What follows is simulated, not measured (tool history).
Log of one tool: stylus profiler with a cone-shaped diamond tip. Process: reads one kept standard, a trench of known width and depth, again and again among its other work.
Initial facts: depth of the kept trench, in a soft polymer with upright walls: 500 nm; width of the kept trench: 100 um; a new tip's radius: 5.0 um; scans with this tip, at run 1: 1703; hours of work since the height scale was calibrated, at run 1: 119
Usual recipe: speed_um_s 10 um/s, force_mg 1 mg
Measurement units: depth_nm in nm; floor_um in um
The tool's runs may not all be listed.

| run | hour | speed_um_s | force_mg | scans with this tip | hours of work since the height scale was calibrated | depth_nm | floor_um |
|---|---|---|---|---|---|---|---|
| 1 | 0 | 10 | 1 | 1703 | 119 | 504.11 | 95.27 |
| 2 | 87.3 | 10 | 1 | 2549 | 178 | 503.89 | 95.21 |
| 3 | 169.5 | 10 | 1 | 3348 | 234 | 504.05 | 95.11 |
| 4 | 224.3 | 10 | 1 | 3880 | 271 | 503.94 | 95.01 |
| 5 | 286.7 | 10 | 1 | 4486 | 313 | 503.77 | 94.97 |
| 6 | 359.2 | 10 | 1.65 | 5189 | 362 | 505.56 | 94.94 |
| 7 | 445.6 | 10 | 1 | 6028 | 421 | 503.69 | 94.84 |
| 8 | 554.7 | 4 | 1 | 7087 | 495 | 503.73 | 94.77 |
| 9 | 621.2 | 4 | 1 | 7732 | 540 | 503.28 | 94.72 |
| 10 | 710.5 | 10 | 1 | 8598 | 601 | 503.36 | 94.57 |
| 11 | 818.6 | 10 | 0.9 | 9648 | 674 | 503.22 | 94.42 |
| 12 | 892.1 | 10 | 0.9 | 10361 | 724 | 503.08 | 94.39 |
| 13 | 941.7 | 10 | 0.9 | 10842 | 757 | 503.14 | 94.34 |
| 14 | 1002.8 | 34 | 1 | 11436 | 799 | 503.41 | 94.04 |
| 15 | 1063.4 | 10 | 0.46 | 12024 | 840 | 501.44 | 94.18 |
| 16 | 1134.7 | 10 | 0.46 | 12716 | 888 | 501.31 | 94.11 |
| 17 | 1242.7 | 10 | 0.46 | 13764 | 961 | 501.11 | 94.03 |
| 18 | 1349.1 | 3 | 0.46 | 14797 | 1034 | 500.94 | 94.03 |
| 19 | 1410.5 | 3 | 0.46 | 15393 | 1075 | 500.69 | 93.93 |
| 20 | 1456.8 | 3 | 0.46 | 15842 | 1107 | 500.95 | 93.84 |
| 21 | 1525 | 3 | 0.46 | 16504 | 1153 | 500.81 | 93.85 |
| 22 | 1569.6 | 12 | 1.28 | 16937 | 1183 | 503.44 | 93.72 |
| 23 | 1665.9 | 12 | 1.28 | 17872 | 1248 | 503.5 | 93.63 |
| 24 | 1724 | 21 | 2.25 | 18435 | 1288 | 505.74 | 93.65 |
| 25 | 1772.1 | 3 | 0.84 | 18902 | 1320 | 502.16 | 93.65 |
| 26 | 1834.2 | 3 | 0.84 | 19505 | 1362 | 502.11 | 93.64 |
| 27 | 1914.3 | 3 | 2.68 | 20282 | 1417 | 506.81 | 93.5 |
| 28 | 1993.9 | 4 | 0.83 | 21055 | 1471 | 501.89 | 93.47 |
| 29 | 2073.9 | 20 | 0.93 | 21831 | 1525 | 502.03 | 93.26 |
| 30 | 2131.3 | 20 | 0.93 | 22389 | 1564 | 502.2 | 93.24 |
| 31 | 2210.4 | 6 | 2.51 | 23156 | 1618 | 505.96 | 93.3 |
|  | 2254.4 | height scale calibrated on a step standard |
| 32 | 2285.1 | 6 | 0.64 | 23876 | 21 | 503.05 | 93.22 |
| 33 | 2369.1 | 6 | 0.64 | 24692 | 78 | 503.34 | 93.09 |
| 34 | 2434.5 | 34 | 2.63 | 25327 | 122 | 508.34 | 92.93 |

Difference, measured minus no-hidden-state, one row per run. Run-to-run variation is common to both terms; the gauge's own scatter need not be:
Unlogged tool condition in this case: radius of the tip, um; height scale over the true one, %; drift of the gauge itself on depth_nm, %; drift of the gauge itself on floor_um, %.
| run | depth_nm | floor_um |
|---|---|---|
| 1 | -0.34 | -0.24 |
| 2 | -0.43 | -0.35 |
| 3 | -0.5 | -0.44 |
| 4 | -0.54 | -0.5 |
| 5 | -0.6 | -0.56 |
| 6 | -0.66 | -0.64 |
| 7 | -0.75 | -0.72 |
| 8 | -0.84 | -0.83 |
| 9 | -0.91 | -0.89 |
| 10 | -0.98 | -0.98 |
| 11 | -1.09 | -1.08 |
| 12 | -1.15 | -1.17 |
| 13 | -1.2 | -1.22 |
| 14 | -1.26 | -1.28 |
| 15 | -1.31 | -1.33 |
| 16 | -1.37 | -1.4 |
| 17 | -1.47 | -1.49 |
| 18 | -1.57 | -1.58 |
| 19 | -1.63 | -1.63 |
| 20 | -1.68 | -1.68 |
| 21 | -1.75 | -1.74 |
| 22 | -1.79 | -1.78 |
| 23 | -1.88 | -1.86 |
| 24 | -1.95 | -1.91 |
| 25 | -1.98 | -1.94 |
| 26 | -2.04 | -2 |
| 27 | -2.13 | -2.07 |
| 28 | -2.18 | -2.13 |
| 29 | -2.26 | -2.19 |
| 30 | -2.31 | -2.24 |
| 31 | -2.4 | -2.3 |
| 32 | -0.08 | -2.36 |
| 33 | -0.16 | -2.42 |
| 34 | -0.22 | -2.47 |
